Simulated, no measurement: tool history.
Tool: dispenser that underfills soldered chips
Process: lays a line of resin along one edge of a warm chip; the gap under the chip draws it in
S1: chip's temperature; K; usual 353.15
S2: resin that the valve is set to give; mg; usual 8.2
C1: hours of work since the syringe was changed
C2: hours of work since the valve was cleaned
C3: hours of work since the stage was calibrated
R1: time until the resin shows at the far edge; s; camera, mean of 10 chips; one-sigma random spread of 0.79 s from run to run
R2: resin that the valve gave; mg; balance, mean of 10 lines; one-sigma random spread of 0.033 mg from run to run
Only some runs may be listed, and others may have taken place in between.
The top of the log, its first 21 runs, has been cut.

| run | hour | S1 | S2 | C1 | C2 | C3 | R1 | R2 |
|---|---|---|---|---|---|---|---|---|
|  | 72.9 | new syringe of resin |
| 22 | 76.1 | 367.15 | 9.66 | 2 | 118 | 197 | 41.8 | 9.03 |
| 23 | 79.8 | 354.15 | 9.86 | 5 | 121 | 200 | 93.1 | 9.15 |
| 24 | 82.6 | 359.15 | 8.92 | 7 | 123 | 202 | 82.5 | 8.24 |
|  | 85.2 | new syringe of resin |
| 25 | 86.1 | 344.15 | 8.08 | 1 | 125 | 204 | 129.8 | 7.53 |
| 26 | 88.8 | 340.15 | 7.64 | 3 | 127 | 206 | 187.4 | 7.06 |
| 27 | 91.3 | 340.15 | 7.64 | 4 | 129 | 208 | 207.3 | 7.08 |
|  | 94.4 | dispensing valve cleaned and set on the balance |
| 28 | 96 | 353.15 | 9.83 | 7 | 1 | 211 | 111 | 9.76 |
|  | 98.5 | new syringe of resin |
| 29 | 98.6 | 353.15 | 9.83 | 0 | 3 | 213 | 73.4 | 9.75 |
| 30 | 103.3 | 362.15 | 9.12 | 4 | 6 | 216 | 56.8 | 9.03 |
| 31 | 107.7 | 360.15 | 8.02 | 7 | 10 | 219 | 78 | 7.95 |
|  | 110.9 | new syringe of resin |
| 32 | 111.9 | 360.15 | 8.02 | 1 | 12 | 222 | 55.1 | 7.93 |
| 33 | 114.4 | 360.15 | 8.02 | 3 | 14 | 224 | 61.1 | 7.92 |
| 34 | 117.7 | 358.15 | 8.02 | 5 | 17 | 227 | 80.4 | 7.9 |
| 35 | 120.4 | 359.15 | 8.29 | 7 | 19 | 229 | 84.7 | 8.16 |

What if the next run were any one of these 4? Each begins from the tool's condition after run 35:
|  | 123 | new syringe of resin |
| A | 123 | 339.15 | 8.17 | 0 | 20 | 230 | ? | ? |
|  | 123 | new syringe of resin |
| B | 123 | 344.15 | 8.2 | 0 | 20 | 230 | ? | ? |
|  | 123 | new syringe of resin |
| C | 123 | 368.15 | 7.87 | 0 | 20 | 230 | ? | ? |
|  | 123 | new syringe of resin |
| D | 123 | 361.15 | 8.27 | 0 | 20 | 230 | ? | ? |

| run | R1 | R2 |
|---|---|---|
| A | 163.9 | 8.06 |
| B | 122.4 | 8.06 |
| C | 36.8 | 7.73 |
| D | 50.5 | 8.12 |
Take away the tool's hidden state, keep each run's random variation, and the runs would have read:
| run | R1 | R2 |
|---|---|---|
| A | 155.1 | 8.19 |
| B | 116 | 8.19 |
| C | 35.1 | 7.85 |
| D | 48.1 | 8.26 |
